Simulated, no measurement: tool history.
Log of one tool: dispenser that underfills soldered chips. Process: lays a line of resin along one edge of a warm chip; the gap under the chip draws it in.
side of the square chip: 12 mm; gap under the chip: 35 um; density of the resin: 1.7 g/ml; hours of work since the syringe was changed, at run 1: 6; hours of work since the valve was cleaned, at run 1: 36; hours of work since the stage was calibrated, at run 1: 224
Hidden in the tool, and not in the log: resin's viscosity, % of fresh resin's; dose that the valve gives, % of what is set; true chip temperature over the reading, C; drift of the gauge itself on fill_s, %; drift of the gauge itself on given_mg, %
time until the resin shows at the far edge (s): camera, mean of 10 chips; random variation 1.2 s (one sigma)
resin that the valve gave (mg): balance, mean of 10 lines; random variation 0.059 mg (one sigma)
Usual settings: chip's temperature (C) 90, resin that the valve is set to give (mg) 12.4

| run | day | chip's temperature (C) | resin that the valve is set to give (mg) | hours of work since the syringe was changed | hours of work since the valve was cleaned | hours of work since the stage was calibrated | time until the resin shows at the far edge (s) | resin that the valve gave (mg) |
|---|---|---|---|---|---|---|---|---|
| 1 | 0 | 90 | 12.4 | 6 | 36 | 224 | 190.5 | 12.06 |
|  | 0.129 | new syringe of resin |
| 2 | 0.392 | 80 | 12.4 | 5 | 43 | 230 | 269.9 | 11.91 |
|  | 0.604 | new syringe of resin |
| 3 | 0.683 | 80 | 12.4 | 1 | 48 | 235 | 213.9 | 11.85 |
|  | 1.083 | new syringe of resin |
| 4 | 1.154 | 80 | 12.4 | 1 | 57 | 244 | 201.3 | 11.81 |
|  | 1.475 | dispensing valve cleaned and set on the balance |
|  | 1.583 | new syringe of resin |
| 5 | 1.675 | 86 | 12.4 | 2 | 3 | 252 | 157.1 | 12.28 |
|  | 2.05 | new syringe of resin |
| 6 | 2.104 | 86 | 12.4 | 1 | 11 | 260 | 150.3 | 12.31 |
| 7 | 2.333 | 86 | 12.4 | 5 | 15 | 264 | 204.8 | 12.08 |
|  | 2.504 | new syringe of resin |
| 8 | 2.562 | 101 | 12.4 | 1 | 19 | 268 | 76.3 | 12.14 |
|  | 2.967 | new syringe of resin |
| 9 | 3.029 | 78 | 12.4 | 1 | 27 | 276 | 224.8 | 12.1 |
|  | 3.425 | new syringe of resin |
| 10 | 3.475 | 78 | 12.4 | 1 | 35 | 284 | 216.3 | 12.03 |
| 11 | 3.796 | 78 | 16.1 | 7 | 41 | 290 | 319.8 | 15.52 |
|  | 3.912 | new syringe of resin |
| 12 | 4.188 | 98 | 11.8 | 5 | 48 | 297 | 118.9 | 11.27 |
|  | 4.392 | new syringe of resin |
| 13 | 4.521 | 103 | 11.9 | 2 | 53 | 302 | 79.4 | 11.29 |
|  | 4.871 | new syringe of resin |
| 14 | 4.879 | 105 | 14 | 0 | 60 | 309 | 59.4 | 13.16 |
|  | 5 | dispensing valve cleaned and set on the balance |
|  | 5.388 | new syringe of resin |
| 15 | 5.412 | 102 | 15.7 | 0 | 7 | 317 | 67.5 | 15.72 |
|  | 5.862 | new syringe of resin |
| 16 | 5.879 | 102 | 15.7 | 0 | 15 | 325 | 65.8 | 15.55 |
|  | 6.321 | new syringe of resin |
| 17 | 6.329 | 102 | 15.7 | 0 | 23 | 333 | 65 | 15.45 |
| 18 | 6.658 | 80 | 11.2 | 6 | 29 | 339 | 298.9 | 10.95 |
|  | 6.788 | new syringe of resin |
| 19 | 6.95 | 78 | 15.4 | 3 | 34 | 344 | 248.3 | 14.95 |

5 ways to go on from here, each from the tool as it stands after run 19. What would each give?
|  | 7.258 | new syringe of resin |
| A | 7.4 | 88 | 12.3 | 3 | 42 | 352 | ? | ? |
|  | 7.258 | new syringe of resin |
| B | 7.4 | 80 | 11.8 | 3 | 42 | 352 | ? | ? |
|  | 7.258 | new syringe of resin |
| C | 7.4 | 97 | 15 | 3 | 42 | 352 | ? | ? |
|  | 7.258 | new syringe of resin |
| D | 7.4 | 78 | 15.6 | 3 | 42 | 352 | ? | ? |
|  | 7.258 | new syringe of resin |
| E | 7.4 | 103 | 15.4 | 3 | 42 | 352 | ? | ? |

| run | time until the resin shows at the far edge (s) | resin that the valve gave (mg) |
|---|---|---|
| A | 152.3 | 11.91 |
| B | 222.9 | 11.35 |
| C | 98 | 14.44 |
| D | 238.9 | 14.99 |
| E | 77.1 | 14.87 |
Without the tool's hidden state the same runs would have given:
| run | time until the resin shows at the far edge (s) | resin that the valve gave (mg) |
|---|---|---|
| A | 132.2 | 12.38 |
| B | 193.4 | 11.8 |
| C | 85.2 | 15.01 |
| D | 209 | 15.58 |
| E | 67.1 | 15.46 |
